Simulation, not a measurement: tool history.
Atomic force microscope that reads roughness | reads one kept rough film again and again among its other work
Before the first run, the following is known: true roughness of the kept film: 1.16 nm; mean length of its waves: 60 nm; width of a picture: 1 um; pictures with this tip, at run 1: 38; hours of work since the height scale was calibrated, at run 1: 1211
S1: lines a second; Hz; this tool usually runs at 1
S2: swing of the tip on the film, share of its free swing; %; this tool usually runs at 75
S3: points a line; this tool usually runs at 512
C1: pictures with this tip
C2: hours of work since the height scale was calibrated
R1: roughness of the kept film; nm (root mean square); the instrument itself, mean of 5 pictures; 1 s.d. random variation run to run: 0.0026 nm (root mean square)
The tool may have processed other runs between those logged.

run 1 hour=0 | S1=1 S2=75 S3=512 | C1=38 C2=1211 | R1=1.044
-- hour=47.8 new tip fitted
run 2 hour=48.4 | S1=1 S2=75 S3=512 | C1=1 C2=1247 | R1=1.054
run 3 hour=80.2 | S1=1 S2=81 S3=512 | C1=50 C2=1270 | R1=1.022
run 4 hour=118.3 | S1=1 S2=81 S3=512 | C1=109 C2=1298 | R1=1.016
-- hour=123 new tip fitted
run 5 hour=167.9 | S1=1 S2=75 S3=512 | C1=70 C2=1335 | R1=1.042
-- hour=196.6 new tip fitted
run 6 hour=205.9 | S1=1 S2=75 S3=790 | C1=14 C2=1362 | R1=1.05
run 7 hour=248.7 | S1=1 S2=75 S3=790 | C1=81 C2=1394 | R1=1.036
-- hour=268.2 new tip fitted
run 8 hour=284.5 | S1=1 S2=75 S3=790 | C1=25 C2=1420 | R1=1.048
run 9 hour=329.2 | S1=1.54 S2=75 S3=512 | C1=95 C2=1453 | R1=1.002
-- hour=339.3 new tip fitted
run 10 hour=354.6 | S1=1 S2=64 S3=512 | C1=23 C2=1472 | R1=1.084
run 11 hour=381.1 | S1=1 S2=75 S3=601 | C1=65 C2=1491 | R1=1.039
run 12 hour=407.7 | S1=1 S2=75 S3=601 | C1=106 C2=1511 | R1=1.034
-- hour=411.5 new tip fitted
run 13 hour=430.6 | S1=1 S2=75 S3=601 | C1=30 C2=1528 | R1=1.047
-- hour=433.6 height scale calibrated on a step standard
run 14 hour=469.4 | S1=1 S2=75 S3=601 | C1=89 C2=26 | R1=1.024
-- hour=483.6 new tip fitted
run 15 hour=517.3 | S1=1 S2=75 S3=601 | C1=53 C2=62 | R1=1.029
-- hour=540.1 height scale calibrated on a step standard, once more
run 16 hour=540.1 | S1=1 S2=75 S3=601 | C1=87 C2=0 | R1=1.061
-- hour=557 new tip fitted
run 17 hour=576.9 | S1=0.58 S2=61 S3=339 | C1=31 C2=27 | R1=1.119
run 18 hour=618 | S1=0.58 S2=61 S3=339 | C1=96 C2=57 | R1=1.118
-- hour=630.4 new tip fitted
run 19 hour=647.1 | S1=1.15 S2=61 S3=800 | C1=26 C2=78 | R1=1.105
run 20 hour=673.1 | S1=0.55 S2=90 S3=800 | C1=67 C2=98 | R1=1.056
run 21 hour=697 | S1=0.7 S2=75 S3=288 | C1=104 C2=115 | R1=1.078
-- hour=701.6 new tip fitted
run 22 hour=740.6 | S1=0.7 S2=75 S3=288 | C1=61 C2=147 | R1=1.077
-- hour=772.7 new tip fitted
run 23 hour=773 | S1=0.71 S2=55 S3=445 | C1=1 C2=171 | R1=1.13
run 24 hour=814.8 | S1=3.17 S2=61 S3=341 | C1=66 C2=202 | R1=1.033
run 25 hour=841 | S1=1.15 S2=70 S3=341 | C1=107 C2=221 | R1=1.063
-- hour=845 new tip fitted
run 26 hour=864.3 | S1=1.15 S2=70 S3=341 | C1=30 C2=238 | R1=1.073
run 27 hour=905.5 | S1=1.63 S2=58 S3=641 | C1=94 C2=269 | R1=1.088
-- hour=918.5 new tip fitted
run 28 hour=935.7 | S1=1 S2=74 S3=512 | C1=27 C2=291 | R1=1.067
run 29 hour=976.4 | S1=0.74 S2=74 S3=268 | C1=90 C2=321 | R1=1.075
-- hour=989.7 new tip fitted
run 30 hour=1013.8 | S1=3.47 S2=75 S3=597 | C1=38 C2=348 | R1=0.91

Run 31 has not been measured yet. What should we expect?
run 31 hour=1054.5 | S1=0.51 S2=90 S3=512 | C1=101 C2=378 | R1=?

R1: 1.051 nm (root mean square)
If the tool had no hidden condition, the same run with the same run-to-run variation would have returned R1 1.069 nm (root mean square).

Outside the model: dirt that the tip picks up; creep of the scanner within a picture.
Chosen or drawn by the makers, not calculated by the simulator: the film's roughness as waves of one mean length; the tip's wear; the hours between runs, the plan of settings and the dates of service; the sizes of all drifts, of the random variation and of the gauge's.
